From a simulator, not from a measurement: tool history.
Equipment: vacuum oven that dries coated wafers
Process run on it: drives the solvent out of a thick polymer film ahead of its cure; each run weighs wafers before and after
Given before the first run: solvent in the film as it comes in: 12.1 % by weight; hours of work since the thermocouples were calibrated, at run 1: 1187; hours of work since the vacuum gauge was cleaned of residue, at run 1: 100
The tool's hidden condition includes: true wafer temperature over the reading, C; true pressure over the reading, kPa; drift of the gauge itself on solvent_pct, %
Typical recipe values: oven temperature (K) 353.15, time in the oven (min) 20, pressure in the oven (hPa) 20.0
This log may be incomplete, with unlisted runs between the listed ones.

run    hour  oven temperature (K)  time in the oven (min)  pressure in the oven (hPa)  hours of work since the thermocouples were calibrated  hours of work since the vacuum gauge was cleaned of residue  solvent left in the film (%)
  1     0.0                353.15                      20                        20.0                                                   1187                                                          100                          2.08
       32.7  -- oven's thermocouples calibrated
  2    35.1                353.15                      20                        20.0                                                      2                                                          122                          2.55
  3    81.5                353.15                      20                        20.0                                                     34                                                          154                          2.52
  4   136.2                353.15                      20                        20.0                                                     71                                                          192                          2.54
  5   194.3                353.15                      20                        20.0                                                    111                                                          232                          2.49
  6   238.2                359.15                      20                        20.0                                                    142                                                          262                          1.41
  7   302.2                358.15                      20                        20.0                                                    186                                                          306                          1.52
  8   335.9                358.15                      20                        20.0                                                    209                                                          330                          1.56
  9   375.7                353.15                      20                        20.0                                                    236                                                          357                          2.47
 10   436.7                353.15                      20                        20.0                                                    278                                                          399                          2.45
 11   466.5                353.15                      20                        20.0                                                    299                                                          420                          2.40
 12   525.1                353.15                      20                        20.0                                                    339                                                          460                          2.48
 13   574.0                353.15                      20                        24.9                                                    373                                                          494                          2.68
 14   628.7                353.15                      20                        24.9                                                    411                                                          531                          2.68
 15   677.2                353.15                      24                        20.0                                                    444                                                          565                          2.05
 16   704.3                356.15                      20                        20.0                                                    463                                                          583                          1.78
 17   748.0                362.15                      20                        20.0                                                    493                                                          614                          1.10
 18   811.5                359.15                      20                        20.0                                                    537                                                          657                          1.33
 19   860.3                359.15                      20                        20.0                                                    570                                                          691                          1.37
 20   904.4                359.15                      20                        20.0                                                    601                                                          721                          1.35
 21   969.3                359.15                      20                        20.0                                                    645                                                          766                          1.37
      976.6  -- vacuum gauge cleaned of residue and calibrated
 22  1010.3                359.15                      20                        20.0                                                    673                                                           23                          1.35
 23  1037.0                344.15                      20                        20.0                                                    691                                                           42                          4.75
 24  1100.6                344.15                      20                        20.0                                                    735                                                           85                          4.70
 25  1127.7                353.15                      20                        62.9                                                    754                                                          104                          4.68
 26  1158.8                367.15                      16                        48.4                                                    775                                                          126                          1.82
 27  1207.9                353.15                      20                        25.9                                                    809                                                          159                          2.59
 28  1243.8                359.15                      25                        11.5                                                    834                                                          184                          0.79
 29  1297.7                349.15                      20                        64.9                                                    871                                                          221                          5.87
 30  1327.5                359.15                      20                        15.0                                                    891                                                          242                          1.11
 31  1365.2                359.15                      20                        15.0                                                    917                                                          268                          1.06
     1371.9  -- vacuum gauge cleaned of residue and calibrated, once more
 32  1420.9                353.15                      20                        24.9                                                    954                                                           34                          2.43
 33  1483.0                353.15                      20                        49.5                                                    997                                                           77                          3.79
 34  1510.6                342.15                      20                        49.5                                                   1016                                                           96                          7.10
 35  1553.5                342.15                      20                        49.4                                                   1046                                                          125                          7.03
 36  1607.0                365.15                      14                        20.0                                                   1083                                                          162                          1.00
 37  1637.0                347.15                      16                        68.3                                                   1103                                                          183                          7.03
 38  1664.5                347.15                      16                        68.3                                                   1122                                                          202                          6.99
 39  1701.4                347.15                      16                        68.3                                                   1148                                                          227                          6.94
 40  1731.5                347.15                      16                        68.3                                                   1169                                                          248                          6.96
 41  1774.8                353.15                      23                        12.5                                                   1198                                                          278                          1.36
     1791.7  -- oven's thermocouples calibrated
 42  1825.9                353.15                      20                        65.2                                                     24                                                          311                          5.34
 43  1891.7                353.15                      20                        65.2                                                     69                                                          357                          5.28
 44  1939.0                360.15                      20                        65.2                                                    101                                                          389                          3.59
 45  1982.4                353.15                      14                        48.5                                                    131                                                          419                          5.18
 46  2040.9                353.15                      20                        58.6                                                    172                                                          460                          4.90

What differs in the tool's unlogged condition from the final listed run ahead of each entry between runs to the first listed run following it?
From run 1 to run 2: oven's thermocouples calibrated (hour 32.7)
  true wafer temperature over the reading, C: 2.44 -> 0.43; true pressure over the reading, kPa: 0.008 -> 0.012
  measured minus no-state result, solvent left in the film (%): -0.54 -> -0.10
From run 21 to run 22: vacuum gauge cleaned of residue and calibrated (hour 976.6)
  true wafer temperature over the reading, C: 1.65 -> 1.7; true pressure over the reading, kPa: 0.103 -> 0.143
  measured minus no-state result, solvent left in the film (%): -0.16 -> -0.15
From run 31 to run 32: vacuum gauge cleaned of residue and calibrated, once more (hour 1371.9)
  true wafer temperature over the reading, C: 2.18 -> 2.25; true pressure over the reading, kPa: 0.178 -> 0.005
  measured minus no-state result, solvent left in the film (%): -0.17 -> -0.52
From run 41 to run 42: oven's thermocouples calibrated (hour 1791.7)
  true wafer temperature over the reading, C: 2.71 -> -0.15; true pressure over the reading, kPa: 0.04 -> 0.045
  measured minus no-state result, solvent left in the film (%): -0.46 -> +0.07
